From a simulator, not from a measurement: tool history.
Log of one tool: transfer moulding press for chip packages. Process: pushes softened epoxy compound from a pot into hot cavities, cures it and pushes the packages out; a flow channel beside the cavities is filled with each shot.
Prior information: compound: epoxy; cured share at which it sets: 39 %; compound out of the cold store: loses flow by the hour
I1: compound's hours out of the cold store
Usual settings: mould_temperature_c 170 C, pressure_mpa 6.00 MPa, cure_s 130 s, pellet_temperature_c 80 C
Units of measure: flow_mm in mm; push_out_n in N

run 1 hour=0.0 | mould_temperature_c=170 pressure_mpa=6.00 cure_s=130 pellet_temperature_c=80 | I1=11.3 | flow_mm=701 push_out_n=416
run 2 hour=7.5 | mould_temperature_c=170 pressure_mpa=6.00 cure_s=130 pellet_temperature_c=80 | I1=20.1 | flow_mm=683 push_out_n=381
run 3 hour=18.4 | mould_temperature_c=170 pressure_mpa=6.00 cure_s=130 pellet_temperature_c=77 | I1=15.7 | flow_mm=710 push_out_n=393
-- hour=30.5 cavities cleaned with cleaning compound and waxed
run 4 hour=31.8 | mould_temperature_c=170 pressure_mpa=6.00 cure_s=130 pellet_temperature_c=77 | I1=16.5 | flow_mm=707 push_out_n=387
run 5 hour=44.2 | mould_temperature_c=170 pressure_mpa=6.00 cure_s=130 pellet_temperature_c=77 | I1=11.4 | flow_mm=714 push_out_n=401
run 6 hour=49.7 | mould_temperature_c=170 pressure_mpa=6.00 cure_s=130 pellet_temperature_c=78 | I1=19.4 | flow_mm=679 push_out_n=390
run 7 hour=60.7 | mould_temperature_c=172 pressure_mpa=6.00 cure_s=130 pellet_temperature_c=80 | I1=18.1 | flow_mm=692 push_out_n=359
run 8 hour=73.1 | mould_temperature_c=172 pressure_mpa=6.00 cure_s=130 pellet_temperature_c=80 | I1=26.6 | flow_mm=662 push_out_n=374
run 9 hour=84.1 | mould_temperature_c=172 pressure_mpa=6.04 cure_s=130 pellet_temperature_c=80 | I1=35.1 | flow_mm=629 push_out_n=369
run 10 hour=93.3 | mould_temperature_c=170 pressure_mpa=6.00 cure_s=130 pellet_temperature_c=80 | I1=31.3 | flow_mm=646 push_out_n=390
run 11 hour=98.9 | mould_temperature_c=170 pressure_mpa=6.00 cure_s=130 pellet_temperature_c=80 | I1=9.9 | flow_mm=715 push_out_n=392
run 12 hour=108.8 | mould_temperature_c=170 pressure_mpa=6.00 cure_s=130 pellet_temperature_c=80 | I1=26.4 | flow_mm=665 push_out_n=378
run 13 hour=119.9 | mould_temperature_c=170 pressure_mpa=6.00 cure_s=130 pellet_temperature_c=80 | I1=15.3 | flow_mm=701 push_out_n=393
run 14 hour=129.0 | mould_temperature_c=170 pressure_mpa=6.00 cure_s=130 pellet_temperature_c=80 | I1=10.4 | flow_mm=719 push_out_n=398
-- hour=133.9 cavities cleaned with cleaning compound and waxed
run 15 hour=136.1 | mould_temperature_c=170 pressure_mpa=6.00 cure_s=126 pellet_temperature_c=80 | I1=9.7 | flow_mm=728 push_out_n=416
run 16 hour=141.5 | mould_temperature_c=170 pressure_mpa=6.00 cure_s=121 pellet_temperature_c=81 | I1=41.0 | flow_mm=617 push_out_n=409
run 17 hour=151.1 | mould_temperature_c=170 pressure_mpa=6.72 cure_s=121 pellet_temperature_c=75 | I1=12.7 | flow_mm=745 push_out_n=432
run 18 hour=162.9 | mould_temperature_c=167 pressure_mpa=6.00 cure_s=130 pellet_temperature_c=80 | I1=15.4 | flow_mm=710 push_out_n=446
run 19 hour=173.4 | mould_temperature_c=167 pressure_mpa=6.00 cure_s=130 pellet_temperature_c=80 | I1=37.6 | flow_mm=637 push_out_n=447
run 20 hour=179.9 | mould_temperature_c=177 pressure_mpa=4.66 cure_s=115 pellet_temperature_c=89 | I1=37.0 | flow_mm=535 push_out_n=357
run 21 hour=190.5 | mould_temperature_c=170 pressure_mpa=5.49 cure_s=130 pellet_temperature_c=80 | I1=20.7 | flow_mm=654 push_out_n=373
run 22 hour=196.2 | mould_temperature_c=170 pressure_mpa=6.00 cure_s=130 pellet_temperature_c=86 | I1=37.0 | flow_mm=636 push_out_n=378
run 23 hour=206.2 | mould_temperature_c=171 pressure_mpa=6.53 cure_s=130 pellet_temperature_c=82 | I1=36.7 | flow_mm=644 push_out_n=374
run 24 hour=217.3 | mould_temperature_c=170 pressure_mpa=6.00 cure_s=130 pellet_temperature_c=77 | I1=30.8 | flow_mm=650 push_out_n=383
run 25 hour=223.0 | mould_temperature_c=170 pressure_mpa=6.00 cure_s=130 pellet_temperature_c=77 | I1=22.2 | flow_mm=685 push_out_n=387
run 26 hour=234.0 | mould_temperature_c=170 pressure_mpa=6.00 cure_s=130 pellet_temperature_c=77 | I1=45.2 | flow_mm=611 push_out_n=378
-- hour=237.6 cavities cleaned with cleaning compound and waxed
run 27 hour=246.3 | mould_temperature_c=167 pressure_mpa=5.90 cure_s=132 pellet_temperature_c=73 | I1=17.5 | flow_mm=712 push_out_n=438
run 28 hour=255.4 | mould_temperature_c=167 pressure_mpa=5.90 cure_s=132 pellet_temperature_c=73 | I1=32.5 | flow_mm=655 push_out_n=432
run 29 hour=263.7 | mould_temperature_c=167 pressure_mpa=5.90 cure_s=132 pellet_temperature_c=73 | I1=8.7 | flow_mm=734 push_out_n=452

Consider 4 possible next runs. They are alternatives, not a sequence: every one starts from the tool as it was left by run 29. What does each give?
run A hour=274.9 | mould_temperature_c=170 pressure_mpa=6.00 cure_s=125 pellet_temperature_c=76 | I1=21.8 | flow_mm=? push_out_n=?
run B hour=274.9 | mould_temperature_c=170 pressure_mpa=6.45 cure_s=130 pellet_temperature_c=74 | I1=21.7 | flow_mm=? push_out_n=?
run C hour=274.9 | mould_temperature_c=167 pressure_mpa=6.92 cure_s=133 pellet_temperature_c=73 | I1=46.1 | flow_mm=? push_out_n=?
run D hour=274.9 | mould_temperature_c=166 pressure_mpa=5.90 cure_s=132 pellet_temperature_c=71 | I1=9.3 | flow_mm=? push_out_n=?

run=A flow_mm=676 push_out_n=397
run=B flow_mm=704 push_out_n=393
run=C flow_mm=668 push_out_n=407
run=D flow_mm=734 push_out_n=493
The same runs, with their run-to-run variation unchanged, on a tool lacking any hidden condition would have given:
run=A flow_mm=677 push_out_n=394
run=B flow_mm=705 push_out_n=390
run=C flow_mm=669 push_out_n=404
run=D flow_mm=735 push_out_n=489
